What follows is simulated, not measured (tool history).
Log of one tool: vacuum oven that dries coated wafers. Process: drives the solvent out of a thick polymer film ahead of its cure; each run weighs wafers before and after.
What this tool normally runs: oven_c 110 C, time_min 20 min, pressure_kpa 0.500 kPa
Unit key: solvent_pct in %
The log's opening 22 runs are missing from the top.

run,day,oven_c,time_min,pressure_kpa,solvent_pct
23,62.054,110,20,1.868,1.80
24,63.842,110,20,1.868,1.78
25,66.096,114,11,0.301,3.05
26,69.946,118,32,1.545,0.46
# day 70.971: oven's thermocouples calibrated
27,73.200,119,12,0.428,1.57
28,77.046,102,16,0.649,4.48
29,79.296,115,24,0.965,0.57
30,82.471,99,13,0.817,7.04
31,86.400,101,13,1.574,6.57

Consider 5 possible next runs. They are alternatives, not a sequence: every one starts from the tool as it was left by run 31. What does each give?
A,89.758,121,32,0.355,?
B,89.758,101,31,1.124,?
C,89.758,120,12,0.332,?
D,89.758,101,15,1.574,?
E,89.758,101,12,1.813,?

run,solvent_pct
A,0.12
B,1.68
C,1.42
D,5.60
E,7.21
Without the tool's unlogged condition, the same runs would have read:
run,solvent_pct
A,0.12
B,1.68
C,1.41
D,5.60
E,7.21

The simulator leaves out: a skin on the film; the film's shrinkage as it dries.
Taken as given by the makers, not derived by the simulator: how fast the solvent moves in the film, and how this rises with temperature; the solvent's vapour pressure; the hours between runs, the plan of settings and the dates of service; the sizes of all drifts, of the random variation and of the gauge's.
